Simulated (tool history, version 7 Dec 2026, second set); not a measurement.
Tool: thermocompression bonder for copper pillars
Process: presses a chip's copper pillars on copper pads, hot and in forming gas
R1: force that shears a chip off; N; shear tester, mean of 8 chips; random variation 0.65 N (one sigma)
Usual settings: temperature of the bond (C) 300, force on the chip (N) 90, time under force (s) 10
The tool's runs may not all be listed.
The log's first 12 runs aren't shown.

Run 13, hour 89.3: usual settings. Result: R1 51.5 N.
Run 14, hour 97.2: usual settings but temperature of the bond (C) 281. Result: R1 38.6 N.
Run 15, hour 108.5: usual settings but temperature of the bond (C) 281. Result: R1 37.1 N.
Run 16, hour 119.1: usual settings but temperature of the bond (C) 281. Result: R1 38.5 N.
Run 17, hour 126: usual settings but temperature of the bond (C) 281. Result: R1 37.5 N.
Run 18, hour 132.4: usual settings but temperature of the bond (C) 281. Result: R1 38.1 N.
Run 19, hour 143.2: usual settings but temperature of the bond (C) 281. Result: R1 37.4 N.
Run 20, hour 153.7: usual settings but temperature of the bond (C) 305, force on the chip (N) 124. Result: R1 76.3 N.
Run 21, hour 163.5: usual settings but temperature of the bond (C) 305, force on the chip (N) 124. Result: R1 76 N.
Run 22, hour 174.6: usual settings but temperature of the bond (C) 309, force on the chip (N) 70, time under force (s) 18. Result: R1 57.2 N.
At hour 180.3: forming gas filter changed.
Run 23, hour 184.8: usual settings but temperature of the bond (C) 273, force on the chip (N) 81, time under force (s) 24. Result: R1 43.6 N.
Run 24, hour 195.4: usual settings but temperature of the bond (C) 273, force on the chip (N) 81, time under force (s) 24. Result: R1 43.9 N.
Run 25, hour 200.2: usual settings but temperature of the bond (C) 273, force on the chip (N) 81, time under force (s) 24. Result: R1 44.1 N.
Run 26, hour 205.1: usual settings but temperature of the bond (C) 286, force on the chip (N) 115, time under force (s) 6. Result: R1 45.6 N.
Run 27, hour 216.1: usual settings but temperature of the bond (C) 274, force on the chip (N) 65, time under force (s) 13. Result: R1 26.8 N.
Run 28, hour 226.5: usual settings but temperature of the bond (C) 309, force on the chip (N) 56, time under force (s) 13. Result: R1 40.4 N.
Run 29, hour 231.3: usual settings but temperature of the bond (C) 303, force on the chip (N) 112, time under force (s) 15. Result: R1 79.2 N.
Run 30, hour 240: usual settings but temperature of the bond (C) 303, force on the chip (N) 112, time under force (s) 15. Result: R1 79.7 N.
Run 31, hour 244.8: usual settings but temperature of the bond (C) 303, force on the chip (N) 99, time under force (s) 29. Result: R1 88.6 N.
Run 32, hour 256.4: usual settings but temperature of the bond (C) 298, time under force (s) 7. Result: R1 43.8 N.
Run 33, hour 267.8: usual settings but temperature of the bond (C) 329, force on the chip (N) 71, time under force (s) 16. Result: R1 74.4 N.

Forecast each of these 4 alternatives for the next run:
Run A, hour 274.3: usual settings but force on the chip (N) 71. Result: R1 ?.
Run B, hour 274.3: usual settings but temperature of the bond (C) 326, force on the chip (N) 71, time under force (s) 11. Result: R1 ?.
Run C, hour 274.3: usual settings but temperature of the bond (C) 274, force on the chip (N) 60, time under force (s) 8. Result: R1 ?.
Run D, hour 274.3: usual settings but temperature of the bond (C) 316, force on the chip (N) 75, time under force (s) 7. Result: R1 ?.

run    R1
  A  41.2
  B  62.7
  C  18.9
  D  47.6
Without the tool's hidden state the same runs would have given:
run    R1
  A  42.1
  B  63.7
  C  19.4
  D  48.4
